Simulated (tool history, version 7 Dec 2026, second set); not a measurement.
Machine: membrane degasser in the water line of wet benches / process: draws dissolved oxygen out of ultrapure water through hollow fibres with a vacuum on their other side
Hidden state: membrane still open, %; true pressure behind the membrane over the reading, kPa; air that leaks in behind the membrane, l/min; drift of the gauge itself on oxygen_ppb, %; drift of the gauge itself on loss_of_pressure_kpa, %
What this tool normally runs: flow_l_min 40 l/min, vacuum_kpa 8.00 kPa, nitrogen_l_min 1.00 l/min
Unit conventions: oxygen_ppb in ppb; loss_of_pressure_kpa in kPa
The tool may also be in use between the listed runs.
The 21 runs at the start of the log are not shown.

run	hour	flow_l_min	vacuum_kpa	nitrogen_l_min	hours since the membrane was changed	hours since the vacuum gauge was calibrated	hours since the vacuum lines were made tight	oxygen_ppb	loss_of_pressure_kpa
22	3797.8	40	9.49	2.40	5628	2675	3464	291.8	65.27
23	4017.5	29	9.49	2.40	5848	2894	3684	201.4	46.95
24	4156.9	26	5.13	2.40	5987	3034	3823	72.2	42.26
25	4330.6	26	5.13	2.40	6161	3207	3997	71.7	42.47
26	4473.1	40	17.12	1.28	6303	3350	4140	877.9	64.86
27	4591.7	40	17.12	1.28	6422	3468	4258	867.2	65.00
28	4782.0	40	17.12	1.28	6612	3659	4449	873.1	65.44
29	5003.5	28	8.00	2.68	6834	3880	4670	142.9	45.55

Forecast run 30:
# hour 5144.0: vacuum gauge calibrated
30	5184.8	28	8.00	2.68	7015	41	4851	?	?

For run 30 the tool returned oxygen_ppb 142.1 ppb, loss_of_pressure_kpa 45.42 kPa.
On a tool with no hidden condition, and with the same random variation, this run would have come out at oxygen_ppb 145.2 ppb, loss_of_pressure_kpa 45.40 kPa.
